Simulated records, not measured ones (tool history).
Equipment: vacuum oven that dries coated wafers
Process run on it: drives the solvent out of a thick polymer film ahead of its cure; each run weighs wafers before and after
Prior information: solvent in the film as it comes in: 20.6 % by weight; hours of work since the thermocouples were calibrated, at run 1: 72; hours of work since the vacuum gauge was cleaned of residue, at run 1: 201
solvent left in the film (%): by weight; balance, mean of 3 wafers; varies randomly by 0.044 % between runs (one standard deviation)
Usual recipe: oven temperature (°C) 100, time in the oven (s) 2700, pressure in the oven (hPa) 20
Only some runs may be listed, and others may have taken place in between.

run,hour,oven temperature (°C),time in the oven (s),pressure in the oven (hPa),hours of work since the thermocouples were calibrated,hours of work since the vacuum gauge was cleaned of residue,solvent left in the film (%)
1,0.0,100,2700,20,72,201,5.21
2,13.4,100,2700,20,79,207,5.19
3,31.5,100,2700,20,87,215,5.15
4,41.8,100,2700,20,92,220,5.20
5,62.4,100,2700,20,102,230,5.18
6,78.0,100,2700,20,109,237,5.24
7,88.2,100,1860,20,114,242,7.33
8,110.8,109,1860,20,125,253,3.90
9,121.9,87,2400,30,130,258,11.83
10,134.6,87,2400,30,136,264,11.74
11,149.9,87,2400,30,143,271,11.95

Forecast run 12:
12,163.6,87,2400,30,149,278,?

solvent left in the film (%): 11.87
The same run, on a tool lacking any hidden state, would have yielded solvent left in the film (%) 11.86.

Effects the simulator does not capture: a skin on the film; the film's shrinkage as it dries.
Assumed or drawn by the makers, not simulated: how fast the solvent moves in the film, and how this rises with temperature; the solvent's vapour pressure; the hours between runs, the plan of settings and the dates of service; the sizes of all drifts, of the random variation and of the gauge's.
